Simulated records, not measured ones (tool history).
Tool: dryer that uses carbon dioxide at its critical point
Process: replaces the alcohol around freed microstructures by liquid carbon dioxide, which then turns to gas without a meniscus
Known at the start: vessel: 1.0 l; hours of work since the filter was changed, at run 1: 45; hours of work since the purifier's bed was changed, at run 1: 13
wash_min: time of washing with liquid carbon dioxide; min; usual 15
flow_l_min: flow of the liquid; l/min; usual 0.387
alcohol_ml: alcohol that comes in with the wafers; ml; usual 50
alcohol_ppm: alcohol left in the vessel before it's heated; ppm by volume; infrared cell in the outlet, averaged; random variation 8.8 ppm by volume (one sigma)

run,day,wash_min,flow_l_min,alcohol_ml,hours of work since the filter was changed,hours of work since the purifier's bed was changed,alcohol_ppm
1,0.000,15,0.387,50,45,13,499
2,0.525,15,0.310,50,53,21,1353
3,0.950,15,0.310,31,60,28,865
4,1.762,15,0.490,50,72,40,162
5,2.138,15,0.490,50,78,46,150
6,2.896,15,0.490,50,90,58,170
7,3.612,15,0.490,50,101,69,170
8,4.279,15,0.490,50,112,80,174
9,4.679,15,0.490,50,118,86,187
10,5.146,15,0.393,61,125,93,669
11,5.983,15,0.393,58,138,106,625

Run 12 comes next. What will it give?
12,6.425,18,0.387,54,145,113,?

alcohol_ppm: 279 ppm by volume
Without the tool's hidden state the same run would have given alcohol_ppm 211 ppm by volume.

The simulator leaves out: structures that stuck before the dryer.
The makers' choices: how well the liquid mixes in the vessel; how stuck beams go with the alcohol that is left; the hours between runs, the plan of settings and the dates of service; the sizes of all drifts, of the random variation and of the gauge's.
